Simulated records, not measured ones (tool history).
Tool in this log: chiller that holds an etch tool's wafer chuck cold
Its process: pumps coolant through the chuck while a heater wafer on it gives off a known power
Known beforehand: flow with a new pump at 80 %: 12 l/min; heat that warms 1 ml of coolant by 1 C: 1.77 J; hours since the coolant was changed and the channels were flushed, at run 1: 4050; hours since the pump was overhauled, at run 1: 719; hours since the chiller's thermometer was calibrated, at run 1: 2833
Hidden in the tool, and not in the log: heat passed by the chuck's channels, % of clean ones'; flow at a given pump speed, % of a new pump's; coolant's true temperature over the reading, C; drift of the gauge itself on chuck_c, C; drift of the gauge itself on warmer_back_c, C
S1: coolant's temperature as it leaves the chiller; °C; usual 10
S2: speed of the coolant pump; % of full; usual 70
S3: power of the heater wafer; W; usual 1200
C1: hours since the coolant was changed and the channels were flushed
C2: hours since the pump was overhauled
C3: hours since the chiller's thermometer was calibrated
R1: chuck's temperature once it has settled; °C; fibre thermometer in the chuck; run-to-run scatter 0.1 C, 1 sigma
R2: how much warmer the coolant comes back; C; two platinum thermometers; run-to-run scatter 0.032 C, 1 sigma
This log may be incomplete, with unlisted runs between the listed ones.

run 1 hour=0.0 | S1=10 S2=70 S3=1200 | C1=4050 C2=719 C3=2833 | R1=23.8 R2=3.85
run 2 hour=84.7 | S1=10 S2=70 S3=706 | C1=4134 C2=804 C3=2918 | R1=18.1 R2=2.28
run 3 hour=169.3 | S1=10 S2=70 S3=706 | C1=4219 C2=889 C3=3003 | R1=18.3 R2=2.35
run 4 hour=261.3 | S1=10 S2=70 S3=706 | C1=4311 C2=981 C3=3095 | R1=18.2 R2=2.37
run 5 hour=342.5 | S1=10 S2=70 S3=706 | C1=4392 C2=1062 C3=3176 | R1=18.3 R2=2.36
run 6 hour=438.1 | S1=10 S2=70 S3=706 | C1=4488 C2=1157 C3=3272 | R1=18.1 R2=2.31
run 7 hour=548.9 | S1=10 S2=70 S3=1200 | C1=4599 C2=1268 C3=3382 | R1=24.0 R2=3.93
run 8 hour=645.4 | S1=10 S2=70 S3=1200 | C1=4695 C2=1365 C3=3479 | R1=24.0 R2=3.94
run 9 hour=713.0 | S1=10 S2=70 S3=1200 | C1=4763 C2=1432 C3=3546 | R1=24.0 R2=3.95
run 10 hour=800.5 | S1=10 S2=70 S3=1200 | C1=4850 C2=1520 C3=3634 | R1=24.1 R2=4.03
run 11 hour=887.3 | S1=6 S2=70 S3=1200 | C1=4937 C2=1607 C3=3721 | R1=19.9 R2=3.99
run 12 hour=1000.4 | S1=6 S2=70 S3=1200 | C1=5050 C2=1720 C3=3834 | R1=19.9 R2=3.96
run 13 hour=1056.6 | S1=10 S2=70 S3=1200 | C1=5106 C2=1776 C3=3890 | R1=24.1 R2=3.99
run 14 hour=1147.8 | S1=10 S2=70 S3=1200 | C1=5197 C2=1867 C3=3981 | R1=24.1 R2=3.97
run 15 hour=1217.9 | S1=10 S2=70 S3=1200 | C1=5268 C2=1937 C3=4051 | R1=24.1 R2=4.03
run 16 hour=1316.6 | S1=10 S2=70 S3=1200 | C1=5366 C2=2036 C3=4150 | R1=24.1 R2=4.01
run 17 hour=1371.6 | S1=4 S2=88 S3=1330 | C1=5421 C2=2091 C3=4205 | R1=17.7 R2=3.50
run 18 hour=1442.1 | S1=10 S2=90 S3=1200 | C1=5492 C2=2162 C3=4276 | R1=22.3 R2=3.13
run 19 hour=1517.9 | S1=20 S2=68 S3=1382 | C1=5568 C2=2237 C3=4351 | R1=36.7 R2=4.83
run 20 hour=1627.2 | S1=18 S2=88 S3=1488 | C1=5677 C2=2347 C3=4461 | R1=33.5 R2=3.94
run 21 hour=1717.8 | S1=3 S2=88 S3=1065 | C1=5767 C2=2437 C3=4551 | R1=13.8 R2=2.83
run 22 hour=1811.7 | S1=3 S2=88 S3=1065 | C1=5861 C2=2531 C3=4645 | R1=13.9 R2=2.84
run 23 hour=1923.6 | S1=12 S2=70 S3=1200 | C1=5973 C2=2643 C3=4757 | R1=26.1 R2=4.09
run 24 hour=2015.3 | S1=8 S2=70 S3=1656 | C1=6065 C2=2735 C3=4849 | R1=27.8 R2=5.62
run 25 hour=2072.9 | S1=10 S2=61 S3=789 | C1=6123 C2=2792 C3=4906 | R1=20.3 R2=3.18
run 26 hour=2125.3 | S1=10 S2=80 S3=1200 | C1=6175 C2=2845 C3=4959 | R1=23.2 R2=3.54
run 27 hour=2216.2 | S1=10 S2=80 S3=1200 | C1=6266 C2=2936 C3=5050 | R1=23.3 R2=3.51
run 28 hour=2298.7 | S1=10 S2=80 S3=1200 | C1=6348 C2=3018 C3=5132 | R1=23.4 R2=3.52
run 29 hour=2400.8 | S1=10 S2=78 S3=927 | C1=6450 C2=3120 C3=5234 | R1=20.4 R2=2.81
run 30 hour=2464.2 | S1=9 S2=65 S3=697 | C1=6514 C2=3184 C3=5298 | R1=17.6 R2=2.56
-- hour=2520.8 chiller's thermometer calibrated
run 31 hour=2577.4 | S1=9 S2=65 S3=697 | C1=6626 C2=3296 C3=57 | R1=17.9 R2=2.64
run 32 hour=2647.6 | S1=9 S2=65 S3=697 | C1=6696 C2=3366 C3=127 | R1=17.9 R2=2.60

Entry by entry between the runs, the difference in hidden state between the last listed run before and the first listed run after:
Run 30 -> run 31: chiller's thermometer calibrated (hour 2520.8)
  heat passed by the chuck's channels, % of clean ones': 92.1 -> 91.9; flow at a given pump speed, % of a new pump's: 95.7 -> 95.5; coolant's true temperature over the reading, C: -0.33 -> 0.01
  what was measured, less what the result would be without the hidden state, R1: +0.5 -> +0.8 °C; R2: +0.11 -> +0.11 C

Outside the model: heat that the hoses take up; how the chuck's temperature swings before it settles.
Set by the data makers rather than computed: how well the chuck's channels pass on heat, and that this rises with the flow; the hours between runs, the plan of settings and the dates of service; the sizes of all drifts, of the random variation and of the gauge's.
